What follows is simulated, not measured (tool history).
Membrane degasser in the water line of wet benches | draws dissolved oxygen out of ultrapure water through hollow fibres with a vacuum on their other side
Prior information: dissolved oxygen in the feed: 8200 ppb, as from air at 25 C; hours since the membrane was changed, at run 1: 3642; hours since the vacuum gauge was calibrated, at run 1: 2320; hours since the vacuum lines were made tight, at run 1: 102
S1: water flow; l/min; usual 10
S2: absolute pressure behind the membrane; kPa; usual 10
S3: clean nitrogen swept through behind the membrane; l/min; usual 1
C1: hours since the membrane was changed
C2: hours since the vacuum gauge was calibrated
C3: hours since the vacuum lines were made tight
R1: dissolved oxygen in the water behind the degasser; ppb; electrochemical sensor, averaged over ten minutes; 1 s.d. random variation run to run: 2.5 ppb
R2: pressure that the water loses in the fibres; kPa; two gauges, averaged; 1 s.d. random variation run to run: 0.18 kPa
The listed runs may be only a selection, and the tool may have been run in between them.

| run | hour | S1 | S2 | S3 | C1 | C2 | C3 | R1 | R2 |
|---|---|---|---|---|---|---|---|---|---|
| 1 | 0 | 10 | 10 | 1 | 3642 | 2320 | 102 | 255 | 33.52 |
| 2 | 73 | 10 | 10 | 1.9 | 3715 | 2393 | 175 | 184.2 | 33.4 |
| 3 | 237.4 | 10 | 10 | 1.9 | 3879 | 2558 | 339 | 184.7 | 33.53 |
| 4 | 385.2 | 10 | 10 | 1.33 | 4027 | 2706 | 487 | 217.6 | 33.67 |
| 5 | 506.1 | 10 | 10 | 1.33 | 4148 | 2827 | 608 | 215.1 | 33.53 |
| 6 | 666.2 | 10 | 10 | 1.33 | 4308 | 2987 | 768 | 220.8 | 33.75 |
| 7 | 816.2 | 10 | 10 | 1.33 | 4458 | 3137 | 918 | 212.5 | 33.41 |
| 8 | 919.7 | 12 | 10 | 1.33 | 4562 | 3240 | 1021 | 275 | 40.51 |
| 9 | 1000.2 | 12 | 14.5 | 1.33 | 4642 | 3321 | 1102 | 367.1 | 40.6 |
| 10 | 1143.3 | 12 | 14.5 | 1.33 | 4785 | 3464 | 1245 | 365.1 | 40.4 |
| 11 | 1228.5 | 10 | 13.9 | 1 | 4871 | 3549 | 1330 | 339.4 | 33.89 |
| 12 | 1401.6 | 14 | 10 | 1 | 5044 | 3722 | 1503 | 387.2 | 47.58 |
| 13 | 1536.3 | 10 | 9.9 | 1 | 5178 | 3857 | 1638 | 248 | 33.65 |
| 14 | 1645.8 | 10 | 10 | 2.38 | 5288 | 3966 | 1748 | 163.7 | 33.88 |
| 15 | 1813.7 | 10 | 10.1 | 2.38 | 5456 | 4134 | 1915 | 166.4 | 34.1 |
| 16 | 1903.2 | 10 | 21.4 | 1 | 5545 | 4224 | 2005 | 503.6 | 33.85 |
| 17 | 1981.5 | 10 | 21.4 | 0.55 | 5623 | 4302 | 2083 | 775.3 | 33.79 |
| 18 | 2143.5 | 10 | 21.4 | 0.55 | 5785 | 4464 | 2245 | 766.8 | 33.98 |
| 19 | 2308.6 | 10 | 8.3 | 1.04 | 5951 | 4629 | 2410 | 210.6 | 34.13 |
| 20 | 2387.7 | 9 | 10 | 0.48 | 6030 | 4708 | 2489 | 352.7 | 30.71 |
| 21 | 2517.1 | 7 | 6.3 | 0.72 | 6159 | 4838 | 2619 | 120.7 | 23.76 |
| 22 | 2639.8 | 10 | 15.6 | 1.02 | 6282 | 4960 | 2742 | 373.6 | 34.43 |
|  | 2654 | vacuum gauge calibrated |
| 23 | 2740.9 | 16 | 6.4 | 2.17 | 6382 | 87 | 2842 | 274.5 | 54.68 |
| 24 | 2856 | 16 | 7.2 | 1.36 | 6497 | 202 | 2957 | 326 | 54.57 |
| 25 | 2984.6 | 10 | 10 | 2.5 | 6626 | 331 | 3086 | 164.8 | 34.06 |
| 26 | 3106.1 | 10 | 10 | 1 | 6748 | 452 | 3207 | 253 | 34.2 |
| 27 | 3262.6 | 7 | 10 | 0.92 | 6904 | 609 | 3364 | 168.6 | 23.99 |
| 28 | 3338.2 | 10 | 17.7 | 1.3 | 6980 | 684 | 3439 | 348.9 | 34.22 |
|  | 3426.8 | gauge calibrated |
| 29 | 3436.7 | 6 | 13 | 2.4 | 7078 | 783 | 3538 | 93.9 | 20.07 |
| 30 | 3580.6 | 6 | 20.1 | 1.04 | 7222 | 927 | 3682 | 267.2 | 19.9 |
| 31 | 3733.4 | 15 | 10 | 1.23 | 7375 | 1079 | 3835 | 382.9 | 50.18 |

Across each entry between runs, compare the hidden state at the last listed run before it with the hidden state at the first listed run after it:
Logged between run 22 and run 23: vacuum gauge calibrated (hour 2654)
  drift of the gauge itself on loss_of_pressure_kpa, %: 2.15 -> 2.23
  measured minus no-state result, R2: +0.75 -> +1.24 kPa
Logged between run 28 and run 29: gauge calibrated (hour 3426.8)
  drift of the gauge itself on loss_of_pressure_kpa, %: 2.72 -> 0.01
  measured minus no-state result, R2: +0.94 -> +0.02 kPa
